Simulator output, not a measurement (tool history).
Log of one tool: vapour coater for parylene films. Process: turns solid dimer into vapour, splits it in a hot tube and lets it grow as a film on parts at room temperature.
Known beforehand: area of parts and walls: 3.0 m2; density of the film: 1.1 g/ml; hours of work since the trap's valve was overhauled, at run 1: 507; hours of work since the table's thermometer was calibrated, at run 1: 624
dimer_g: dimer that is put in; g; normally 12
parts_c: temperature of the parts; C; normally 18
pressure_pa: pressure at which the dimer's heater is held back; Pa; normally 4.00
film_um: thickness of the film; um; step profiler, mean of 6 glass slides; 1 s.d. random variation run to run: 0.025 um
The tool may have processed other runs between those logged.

run,day,dimer_g,parts_c,pressure_pa,hours of work since the trap's valve was overhauled,hours of work since the table's thermometer was calibrated,film_um
1,0.000,12,18,4.00,507,624,1.62
2,0.908,12,18,4.00,521,638,1.62
3,1.858,12,18,4.00,536,652,1.66
4,3.333,12,18,4.00,559,675,1.66
5,4.608,12,18,4.00,578,695,1.59
# day 6.254: trap's valve overhauled
6,6.379,12,24,4.00,2,719,1.54
7,7.246,12,24,4.00,15,733,1.57
8,8.946,12,24,3.48,41,759,1.60
9,10.454,12,24,3.48,65,782,1.55
10,11.742,12,24,3.48,84,802,1.53
11,12.925,12,18,10.19,103,820,1.70
12,14.125,12,18,10.19,121,839,1.65
13,15.088,12,18,10.19,136,853,1.66
14,16.583,12,18,10.19,159,876,1.63
15,18.258,12,18,10.19,185,902,1.63
16,19.071,12,18,10.19,197,915,1.66
17,20.188,12,18,2.21,215,932,1.85
18,21.821,12,18,2.21,240,957,1.87
19,23.012,12,18,2.21,258,975,1.80
20,24.171,12,18,4.00,276,993,1.71
21,25.425,12,18,4.00,295,1013,1.71
22,26.708,12,18,4.00,315,1032,1.69
23,27.812,12,18,4.00,332,1049,1.74
24,29.362,19,28,2.66,356,1073,2.06
25,30.346,10,12,2.66,371,1088,1.75
26,32.000,13,30,11.31,396,1114,1.18
27,33.296,9,26,11.70,416,1134,0.92
28,34.629,10,11,11.70,437,1154,1.61
# day 34.746: table's thermometer calibrated
29,35.579,12,14,5.20,451,13,1.84
30,36.500,12,14,5.20,465,27,1.79
31,38.100,12,18,2.54,490,52,1.74
32,39.096,5,18,2.85,505,67,0.68
33,39.962,6,29,7.90,518,80,0.59
34,41.188,6,29,7.90,537,99,0.55
# day 41.567: table's thermometer calibrated, once more
35,41.929,6,29,7.90,548,6,0.54
36,42.888,10,13,4.00,563,20,1.53
37,44.467,10,24,4.00,587,45,1.08
38,45.258,9,14,2.57,599,57,1.37
# day 45.546: trap's valve overhauled
39,46.154,18,23,10.96,9,68,2.20
40,47.575,12,23,9.97,31,90,1.52
41,48.912,12,18,6.65,52,111,1.72
42,50.346,12,18,6.65,74,133,1.76
43,51.450,12,25,3.36,91,150,1.52

Predict each of these 3 candidate next runs independently; none follows another, all start after run 43:
A,52.712,12,29,2.36,110,169,?
B,52.712,8,18,2.36,110,169,?
C,52.712,20,25,2.21,110,169,?

run,film_um
A,1.39
B,1.27
C,2.55
Without the tool's unlogged condition, the same runs would have read:
run,film_um
A,1.43
B,1.31
C,2.63
